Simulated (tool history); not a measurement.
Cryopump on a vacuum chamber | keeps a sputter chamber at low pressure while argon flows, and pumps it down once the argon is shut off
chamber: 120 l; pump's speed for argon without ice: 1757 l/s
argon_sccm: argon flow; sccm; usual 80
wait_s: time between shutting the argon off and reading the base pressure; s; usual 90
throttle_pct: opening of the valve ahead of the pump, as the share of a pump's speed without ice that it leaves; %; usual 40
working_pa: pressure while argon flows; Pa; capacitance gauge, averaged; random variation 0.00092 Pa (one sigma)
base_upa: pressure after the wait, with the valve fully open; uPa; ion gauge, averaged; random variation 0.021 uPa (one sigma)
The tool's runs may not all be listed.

Run 1, day 0: usual settings. Result: working_pa 0.2015 Pa, base_upa 1.38 uPa.
Run 2, day 2.262: usual settings. Result: working_pa 0.2019 Pa, base_upa 1.38 uPa.
Run 3, day 6.25: usual settings but throttle_pct 49 %. Result: working_pa 0.1667 Pa, base_upa 1.47 uPa.
Run 4, day 10.654: usual settings. Result: working_pa 0.203 Pa, base_upa 1.55 uPa.
Run 5, day 13.175: usual settings but argon_sccm 38 sccm. Result: working_pa 0.095 Pa, base_upa 1.56 uPa.
Run 6, day 15.412: usual settings but wait_s 63 s. Result: working_pa 0.203 Pa, base_upa 1.69 uPa.
At day 17.879: leaking fittings of the chamber tightened, without venting.
Run 7, day 19.692: usual settings but wait_s 63 s. Result: working_pa 0.2047 Pa, base_upa 0.59 uPa.
Run 8, day 23.258: usual settings but wait_s 63 s. Result: working_pa 0.2052 Pa, base_upa 0.6 uPa.
Run 9, day 26.088: usual settings. Result: working_pa 0.2043 Pa, base_upa 0.54 uPa.
Run 10, day 29.792: usual settings. Result: working_pa 0.2048 Pa, base_upa 0.58 uPa.
Run 11, day 32.05: usual settings. Result: working_pa 0.2065 Pa, base_upa 0.63 uPa.
Run 12, day 34.712: usual settings. Result: working_pa 0.2069 Pa, base_upa 0.69 uPa.
At day 35.392: pump warmed up, emptied and cooled again.
Run 13, day 38.8: usual settings but throttle_pct 18 %. Result: working_pa 0.4306 Pa, base_upa 0.64 uPa.
Run 14, day 40.917: usual settings but wait_s 47 s. Result: working_pa 0.1978 Pa, base_upa 0.89 uPa.
Run 15, day 42.775: usual settings but wait_s 47 s. Result: working_pa 0.1969 Pa, base_upa 0.92 uPa.
Run 16, day 47.117: usual settings but throttle_pct 29 %. Result: working_pa 0.2687 Pa, base_upa 0.78 uPa.
Run 17, day 49.612: usual settings but throttle_pct 29 %. Result: working_pa 0.2686 Pa, base_upa 0.78 uPa.
Run 18, day 52.846: usual settings but argon_sccm 95 sccm, wait_s 189 s, throttle_pct 15 %. Result: working_pa 0.6183 Pa, base_upa 0.72 uPa.
Run 19, day 56.896: usual settings but wait_s 39 s, throttle_pct 21 %. Result: working_pa 0.3732 Pa, base_upa 1.2 uPa.
Run 20, day 59.138: usual settings but wait_s 39 s, throttle_pct 21 %. Result: working_pa 0.3712 Pa, base_upa 1.19 uPa.
Run 21, day 63.379: usual settings but wait_s 39 s, throttle_pct 21 %. Result: working_pa 0.3736 Pa, base_upa 1.33 uPa.
Run 22, day 67.429: usual settings but argon_sccm 33 sccm, wait_s 84 s, throttle_pct 16 %. Result: working_pa 0.2024 Pa, base_upa 1.06 uPa.
Run 23, day 69.562: usual settings but argon_sccm 111 sccm. Result: working_pa 0.2802 Pa, base_upa 1.06 uPa.
Run 24, day 71.488: usual settings but throttle_pct 16 %. Result: working_pa 0.4881 Pa, base_upa 1.09 uPa.
Run 25, day 75.529: usual settings but argon_sccm 68 sccm, wait_s 94 s, throttle_pct 49 %. Result: working_pa 0.1444 Pa, base_upa 1.06 uPa.
Run 26, day 77.996: usual settings but argon_sccm 68 sccm, wait_s 94 s, throttle_pct 49 %. Result: working_pa 0.143 Pa, base_upa 1.17 uPa.
Run 27, day 80.5: usual settings but argon_sccm 86 sccm, wait_s 98 s, throttle_pct 43 %. Result: working_pa 0.2056 Pa, base_upa 1.18 uPa.
Run 28, day 84.05: usual settings but argon_sccm 97 sccm, wait_s 181 s, throttle_pct 25 %. Result: working_pa 0.3873 Pa, base_upa 1.09 uPa.
Run 29, day 87.504: usual settings but argon_sccm 97 sccm, wait_s 181 s, throttle_pct 25 %. Result: working_pa 0.3903 Pa, base_upa 1.19 uPa.
Run 30, day 91.317: usual settings but argon_sccm 97 sccm, wait_s 181 s, throttle_pct 25 %. Result: working_pa 0.3897 Pa, base_upa 1.24 uPa.
Run 31, day 95.675: usual settings but argon_sccm 97 sccm, wait_s 181 s, throttle_pct 25 %. Result: working_pa 0.3908 Pa, base_upa 1.29 uPa.
Run 32, day 99.808: usual settings but argon_sccm 41 sccm, wait_s 273 s, throttle_pct 49 %. Result: working_pa 0.0888 Pa, base_upa 1.29 uPa.
At day 101.758: pump warmed up, emptied and cooled again.
Run 33, day 102.467: usual settings but argon_sccm 35 sccm, wait_s 164 s, throttle_pct 54 %. Result: working_pa 0.0652 Pa, base_upa 1.25 uPa.
Run 34, day 104.983: usual settings but argon_sccm 35 sccm, wait_s 164 s, throttle_pct 54 %. Result: working_pa 0.0646 Pa, base_upa 1.28 uPa.

3 ways to go on from here, each from the tool as it stands after run 34. What would each give?
Run A, day 107.121: usual settings but wait_s 31 s. Result: working_pa ?, base_upa ?.
Run B, day 107.121: usual settings but argon_sccm 144 sccm, throttle_pct 16 %. Result: working_pa ?, base_upa ?.
Run C, day 107.121: usual settings but argon_sccm 35 sccm, wait_s 126 s, throttle_pct 58 %. Result: working_pa ?, base_upa ?.

run  working_pa  base_upa
  A      0.1968       1.9
  B      0.8765      1.45
  C      0.0612      1.32
Without the tool's hidden state the same runs would have given:
run  working_pa  base_upa
  A      0.1914       0.9
  B      0.8667      0.42
  C      0.0588      0.32
